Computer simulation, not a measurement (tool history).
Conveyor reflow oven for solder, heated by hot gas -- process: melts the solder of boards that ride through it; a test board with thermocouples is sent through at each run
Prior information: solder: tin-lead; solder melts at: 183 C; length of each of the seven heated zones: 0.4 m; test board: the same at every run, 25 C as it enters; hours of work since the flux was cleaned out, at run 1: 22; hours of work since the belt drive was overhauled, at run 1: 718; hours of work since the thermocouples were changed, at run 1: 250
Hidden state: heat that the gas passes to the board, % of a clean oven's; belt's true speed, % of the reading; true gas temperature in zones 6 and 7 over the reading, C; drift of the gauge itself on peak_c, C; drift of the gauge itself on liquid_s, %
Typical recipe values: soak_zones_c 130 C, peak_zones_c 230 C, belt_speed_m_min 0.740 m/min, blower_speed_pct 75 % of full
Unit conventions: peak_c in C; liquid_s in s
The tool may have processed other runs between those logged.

run,hour,soak_zones_c,peak_zones_c,belt_speed_m_min,blower_speed_pct,hours of work since the flux was cleaned out,hours of work since the belt drive was overhauled,hours of work since the thermocouples were changed,peak_c,liquid_s
1,0.0,130,230,0.740,75,22,718,250,213.2,44.4
2,24.6,130,237,0.740,75,33,729,261,219.3,48.4
3,47.8,130,230,0.740,75,43,738,270,213.3,44.1
4,77.7,130,230,0.740,75,55,751,283,212.2,44.1
5,108.8,130,230,0.740,75,69,764,296,212.2,43.8
# hour 115.2: belt drive overhauled, speed set with a stopwatch
6,131.2,130,230,0.740,75,76,7,304,213.1,42.3
7,149.9,125,230,0.740,75,84,15,312,210.6,41.4
8,164.9,130,230,0.740,75,91,21,319,212.0,42.5
9,188.4,130,238,0.740,75,101,31,329,219.4,47.8
10,211.9,130,230,0.740,75,111,41,339,211.7,42.4
# hour 219.1: flux residue cleaned out of gas plates and filters
11,244.0,130,230,0.740,75,11,53,350,211.5,41.9
12,274.3,130,230,0.740,75,24,66,363,210.2,42.6
# hour 285.9: flux residue cleaned out of gas plates and filters, once more
13,292.9,130,233,0.740,56,3,72,369,209.8,40.2
14,318.0,120,235,0.806,56,14,82,380,205.7,30.3
15,345.5,120,235,0.806,56,25,94,391,206.1,30.8
16,360.4,116,223,0.599,69,32,100,398,209.3,47.9
17,382.6,116,223,0.599,69,41,110,407,208.9,47.8
18,409.6,116,223,0.747,55,53,121,419,198.0,24.3
19,439.2,116,223,0.747,55,65,134,431,198.1,24.2

Run 20 is up next; what results do you expect?
20,470.3,127,223,0.747,58,79,147,445,?,?

{"run 20": {"peak_c": 200.7, "liquid_s": 30.5}}
With the hidden condition absent and the run-to-run variation left alone, this run would have shown peak_c 201.1 C, liquid_s 31.0 s.
